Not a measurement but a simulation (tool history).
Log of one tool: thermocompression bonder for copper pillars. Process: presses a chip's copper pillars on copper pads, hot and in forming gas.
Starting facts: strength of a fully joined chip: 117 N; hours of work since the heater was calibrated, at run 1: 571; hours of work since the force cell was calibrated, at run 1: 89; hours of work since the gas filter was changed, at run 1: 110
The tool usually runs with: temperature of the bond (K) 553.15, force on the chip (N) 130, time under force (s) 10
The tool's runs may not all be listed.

| run | hour | temperature of the bond (K) | force on the chip (N) | time under force (s) | hours of work since the heater was calibrated | hours of work since the force cell was calibrated | hours of work since the gas filter was changed | force that shears a chip off (N) |
|---|---|---|---|---|---|---|---|---|
| 1 | 0.0 | 553.15 | 130 | 10 | 571 | 89 | 110 | 71.6 |
| 2 | 27.8 | 553.15 | 130 | 8 | 586 | 104 | 125 | 67.7 |
| 3 | 44.0 | 553.15 | 130 | 8 | 594 | 113 | 134 | 66.2 |
| 4 | 65.7 | 553.15 | 130 | 8 | 606 | 125 | 145 | 65.3 |
| 5 | 81.7 | 553.15 | 130 | 8 | 615 | 133 | 154 | 66.6 |
| 6 | 96.4 | 527.15 | 130 | 10 | 622 | 141 | 162 | 50.5 |
| 7 | 124.6 | 528.15 | 85 | 12 | 637 | 156 | 177 | 35.3 |
|  | 127.8 | force cell calibrated |
|  | 143.8 | forming gas filter changed |
| 8 | 154.6 | 553.15 | 114 | 7 | 652 | 14 | 6 | 59.1 |
| 9 | 181.7 | 536.15 | 174 | 7 | 667 | 29 | 20 | 71.4 |
| 10 | 195.7 | 553.15 | 104 | 10 | 674 | 36 | 28 | 58.1 |
|  | 215.3 | force cell calibrated, once more |
| 11 | 221.3 | 553.15 | 104 | 10 | 687 | 3 | 41 | 58.8 |

Had the tool no unlogged condition, and each run kept its random variation, what would the results have been?
The hidden state here: true temperature of the bond over the reading, C; force that reaches the chip, % of what is set; oxide that the forming gas leaves, % of the face; drift of the gauge itself on shear_n, %.
| run | force that shears a chip off (N) |
|---|---|
| 1 | 68.7 |
| 2 | 64.7 |
| 3 | 63.4 |
| 4 | 62.5 |
| 5 | 63.8 |
| 6 | 47.5 |
| 7 | 32.9 |
| 8 | 54.1 |
| 9 | 65.7 |
| 10 | 53.2 |
| 11 | 54.7 |

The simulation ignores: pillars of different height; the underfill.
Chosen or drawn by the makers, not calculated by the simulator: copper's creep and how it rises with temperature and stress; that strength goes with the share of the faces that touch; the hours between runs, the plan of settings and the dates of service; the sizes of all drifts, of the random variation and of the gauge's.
